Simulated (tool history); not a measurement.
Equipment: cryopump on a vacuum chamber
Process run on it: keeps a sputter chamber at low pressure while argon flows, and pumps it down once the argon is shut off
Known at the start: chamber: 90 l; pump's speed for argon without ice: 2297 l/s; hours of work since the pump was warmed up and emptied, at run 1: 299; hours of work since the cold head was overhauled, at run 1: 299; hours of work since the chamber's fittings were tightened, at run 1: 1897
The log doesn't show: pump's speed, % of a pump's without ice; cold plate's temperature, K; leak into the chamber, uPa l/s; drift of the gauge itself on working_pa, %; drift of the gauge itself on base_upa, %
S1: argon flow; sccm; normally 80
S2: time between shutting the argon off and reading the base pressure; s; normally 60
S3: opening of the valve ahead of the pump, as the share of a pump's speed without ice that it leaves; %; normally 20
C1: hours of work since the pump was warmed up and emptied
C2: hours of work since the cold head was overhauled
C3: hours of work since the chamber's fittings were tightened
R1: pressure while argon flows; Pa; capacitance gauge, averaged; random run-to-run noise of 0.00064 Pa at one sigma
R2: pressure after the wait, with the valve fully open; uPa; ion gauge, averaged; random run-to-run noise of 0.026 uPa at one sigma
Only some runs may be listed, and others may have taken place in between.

run 1 hour=0.0 | S1=80 S2=60 S3=20 | C1=299 C2=299 C3=1897 | R1=0.2978 R2=1.35
run 2 hour=74.7 | S1=80 S2=60 S3=20 | C1=346 C2=346 C3=1944 | R1=0.2973 R2=1.34
run 3 hour=147.3 | S1=80 S2=60 S3=20 | C1=392 C2=392 C3=1990 | R1=0.2970 R2=1.38
run 4 hour=202.1 | S1=80 S2=60 S3=24 | C1=427 C2=427 C3=2025 | R1=0.2488 R2=1.40
run 5 hour=240.9 | S1=80 S2=36 S3=20 | C1=451 C2=451 C3=2049 | R1=0.2976 R2=2.04
run 6 hour=275.4 | S1=80 S2=23 S3=20 | C1=473 C2=473 C3=2071 | R1=0.2987 R2=2.91
run 7 hour=329.9 | S1=80 S2=60 S3=20 | C1=507 C2=507 C3=2106 | R1=0.2973 R2=1.41
run 8 hour=387.7 | S1=80 S2=60 S3=20 | C1=544 C2=544 C3=2142 | R1=0.2996 R2=1.41
run 9 hour=459.7 | S1=80 S2=60 S3=20 | C1=589 C2=589 C3=2188 | R1=0.2992 R2=1.40
run 10 hour=519.6 | S1=80 S2=60 S3=20 | C1=627 C2=627 C3=2226 | R1=0.2982 R2=1.43
run 11 hour=550.5 | S1=80 S2=60 S3=20 | C1=647 C2=647 C3=2245 | R1=0.3001 R2=1.37
run 12 hour=591.5 | S1=80 S2=60 S3=20 | C1=673 C2=673 C3=2271 | R1=0.3003 R2=1.44
run 13 hour=654.9 | S1=80 S2=60 S3=20 | C1=713 C2=713 C3=2311 | R1=0.2997 R2=1.49
run 14 hour=701.1 | S1=80 S2=60 S3=20 | C1=742 C2=742 C3=2340 | R1=0.3000 R2=1.47
run 15 hour=737.5 | S1=80 S2=60 S3=20 | C1=765 C2=765 C3=2363 | R1=0.3005 R2=1.45
run 16 hour=805.4 | S1=80 S2=60 S3=20 | C1=808 C2=808 C3=2406 | R1=0.2998 R2=1.49
run 17 hour=868.0 | S1=80 S2=60 S3=20 | C1=847 C2=847 C3=2446 | R1=0.3015 R2=1.45
run 18 hour=938.0 | S1=45 S2=60 S3=26 | C1=891 C2=891 C3=2490 | R1=0.1313 R2=1.49
run 19 hour=1010.4 | S1=36 S2=38 S3=56 | C1=937 C2=937 C3=2536 | R1=0.0508 R2=1.97
run 20 hour=1069.4 | S1=102 S2=209 S3=56 | C1=974 C2=974 C3=2573 | R1=0.1439 R2=0.82
run 21 hour=1139.6 | S1=102 S2=209 S3=56 | C1=1019 C2=1019 C3=2617 | R1=0.1451 R2=0.80
run 22 hour=1171.4 | S1=102 S2=209 S3=56 | C1=1039 C2=1039 C3=2637 | R1=0.1453 R2=0.80

Run 23 comes next. What will it give?
-- hour=1205.4 pump warmed up, emptied and cooled again
run 23 hour=1249.3 | S1=127 S2=145 S3=23 | C1=28 C2=1085 C3=2683 | R1=? R2=?

For run 23 the tool returned R1 0.4073 Pa, R2 0.86 uPa.
Had the tool carried no hidden state, the very same run would have given R1 0.4053 Pa, R2 0.51 uPa.
